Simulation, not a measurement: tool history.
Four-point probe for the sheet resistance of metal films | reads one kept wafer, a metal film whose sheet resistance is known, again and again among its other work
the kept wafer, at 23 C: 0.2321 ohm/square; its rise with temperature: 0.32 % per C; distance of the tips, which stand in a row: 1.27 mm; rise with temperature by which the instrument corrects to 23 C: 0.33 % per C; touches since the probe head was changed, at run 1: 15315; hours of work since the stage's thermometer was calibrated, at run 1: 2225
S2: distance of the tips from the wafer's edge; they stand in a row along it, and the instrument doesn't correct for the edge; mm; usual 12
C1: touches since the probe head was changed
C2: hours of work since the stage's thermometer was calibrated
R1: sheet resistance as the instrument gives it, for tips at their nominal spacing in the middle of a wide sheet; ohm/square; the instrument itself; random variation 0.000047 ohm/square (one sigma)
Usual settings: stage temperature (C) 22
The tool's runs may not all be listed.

Run 1, day 0: usual settings; C1 15315; C2 2225. Result: R1 0.23345 ohm/square.
Run 2, day 1.492: usual settings; C1 15932; C2 2248. Result: R1 0.233583 ohm/square.
Run 3, day 3.421: usual settings; C1 16729; C2 2278. Result: R1 0.233502 ohm/square.
Run 4, day 5.429: usual settings; C1 17560; C2 2310. Result: R1 0.233527 ohm/square.
At day 6.483: stage's thermometer calibrated.
Run 5, day 6.646: usual settings; C1 18054; C2 3. Result: R1 0.233594 ohm/square.
Run 6, day 8.558: usual settings; C1 18845; C2 32. Result: R1 0.233526 ohm/square.
Run 7, day 9.921: usual settings; C1 19408; C2 54. Result: R1 0.233563 ohm/square.
Run 8, day 11.35: usual settings; C1 19999; C2 76. Result: R1 0.233502 ohm/square.
Run 9, day 12.742: usual settings; C1 20576; C2 98. Result: R1 0.233451 ohm/square.
Run 10, day 13.862: usual settings; C1 21038; C2 115. Result: R1 0.233495 ohm/square.
Run 11, day 15.858: usual settings; C1 21864; C2 146. Result: R1 0.233552 ohm/square.
Run 12, day 17.458: usual settings; C1 22525; C2 171. Result: R1 0.233532 ohm/square.
Run 13, day 19.258: usual settings; C1 23269; C2 199. Result: R1 0.233554 ohm/square.
Run 14, day 20.417: usual settings; C1 23749; C2 217. Result: R1 0.233487 ohm/square.
Run 15, day 21.646: usual settings; C1 24257; C2 237. Result: R1 0.233569 ohm/square.
Run 16, day 23.425: usual settings but S2 3 mm; C1 24991; C2 264. Result: R1 0.252371 ohm/square.
Run 17, day 24.833: usual settings but S2 3 mm; C1 25575; C2 286. Result: R1 0.252406 ohm/square.
Run 18, day 26.162: usual settings but S2 3 mm; C1 26124; C2 307. Result: R1 0.252401 ohm/square.
Run 19, day 28.171: usual settings; C1 26954; C2 338. Result: R1 0.233538 ohm/square.
Run 20, day 29.804: usual settings but S2 65 mm; C1 27630; C2 364. Result: R1 0.232107 ohm/square.
Run 21, day 31.754: usual settings but S2 65 mm; C1 28436; C2 394. Result: R1 0.232194 ohm/square.
Run 22, day 33.596: usual settings but stage temperature (C) 25; C1 29197; C2 423. Result: R1 0.233464 ohm/square.
Run 23, day 35.583: usual settings but stage temperature (C) 25; C1 30019; C2 454. Result: R1 0.233501 ohm/square.
Run 24, day 36.658: usual settings but stage temperature (C) 30, S2 11 mm; C1 30463; C2 471. Result: R1 0.233677 ohm/square.
Run 25, day 38.562: usual settings but stage temperature (C) 31, S2 72 mm; C1 31251; C2 500. Result: R1 0.232017 ohm/square.
Run 26, day 39.983: usual settings but stage temperature (C) 33, S2 5 mm; C1 31839; C2 523. Result: R1 0.239702 ohm/square.
Run 27, day 41.108: usual settings but stage temperature (C) 19, S2 21 mm; C1 32303; C2 540. Result: R1 0.232633 ohm/square.
Run 28, day 42.233: usual settings but stage temperature (C) 20, S2 4 mm; C1 32769; C2 558. Result: R1 0.24417 ohm/square.
Run 29, day 43.654: usual settings but S2 28 mm; C1 33355; C2 580. Result: R1 0.23234 ohm/square.
Run 30, day 45.321: usual settings but stage temperature (C) 25, S2 4 mm; C1 34046; C2 606. Result: R1 0.244039 ohm/square.
Run 31, day 47.15: usual settings but stage temperature (C) 25, S2 4 mm; C1 34801; C2 634. Result: R1 0.243992 ohm/square.
Run 32, day 48.358: usual settings but stage temperature (C) 25, S2 4 mm; C1 35301; C2 653. Result: R1 0.244051 ohm/square.
Run 33, day 49.488: usual settings but stage temperature (C) 29, S2 40 mm; C1 35768; C2 671. Result: R1 0.232019 ohm/square.
Run 34, day 50.583: usual settings but stage temperature (C) 24, S2 21 mm; C1 36221; C2 688. Result: R1 0.232532 ohm/square.
Run 35, day 51.858: usual settings but stage temperature (C) 24, S2 19 mm; C1 36748; C2 708. Result: R1 0.232663 ohm/square.
Run 36, day 53.362: usual settings but stage temperature (C) 24, S2 13 mm; C1 37371; C2 731. Result: R1 0.233299 ohm/square.
Run 37, day 54.8: usual settings but stage temperature (C) 20, S2 11 mm; C1 37965; C2 754. Result: R1 0.233824 ohm/square.
Run 38, day 55.721: usual settings but stage temperature (C) 29, S2 4 mm; C1 38345; C2 768. Result: R1 0.243865 ohm/square.
Run 39, day 57.492: usual settings but stage temperature (C) 18, S2 30 mm; C1 39077; C2 796. Result: R1 0.232462 ohm/square.
Run 40, day 59.075: usual settings but stage temperature (C) 18, S2 30 mm; C1 39733; C2 820. Result: R1 0.23237 ohm/square.
Run 41, day 60.388: usual settings but S2 7 mm; C1 40274; C2 841. Result: R1 0.236151 ohm/square.
Run 42, day 61.725: usual settings but S2 17 mm; C1 40827; C2 862. Result: R1 0.232824 ohm/square.
Run 43, day 62.788: usual settings but S2 25 mm; C1 41267; C2 878. Result: R1 0.232366 ohm/square.
Run 44, day 64.592: usual settings but stage temperature (C) 32; C1 42013; C2 906. Result: R1 0.233273 ohm/square.
Run 45, day 65.508: usual settings but stage temperature (C) 32; C1 42393; C2 921. Result: R1 0.233317 ohm/square.

Hidden state at the last listed run before each entry between runs and at the first one after, where it differs:
Between runs 4 and 5: stage's thermometer calibrated (day 6.483)
  no hidden state differs between the two runs

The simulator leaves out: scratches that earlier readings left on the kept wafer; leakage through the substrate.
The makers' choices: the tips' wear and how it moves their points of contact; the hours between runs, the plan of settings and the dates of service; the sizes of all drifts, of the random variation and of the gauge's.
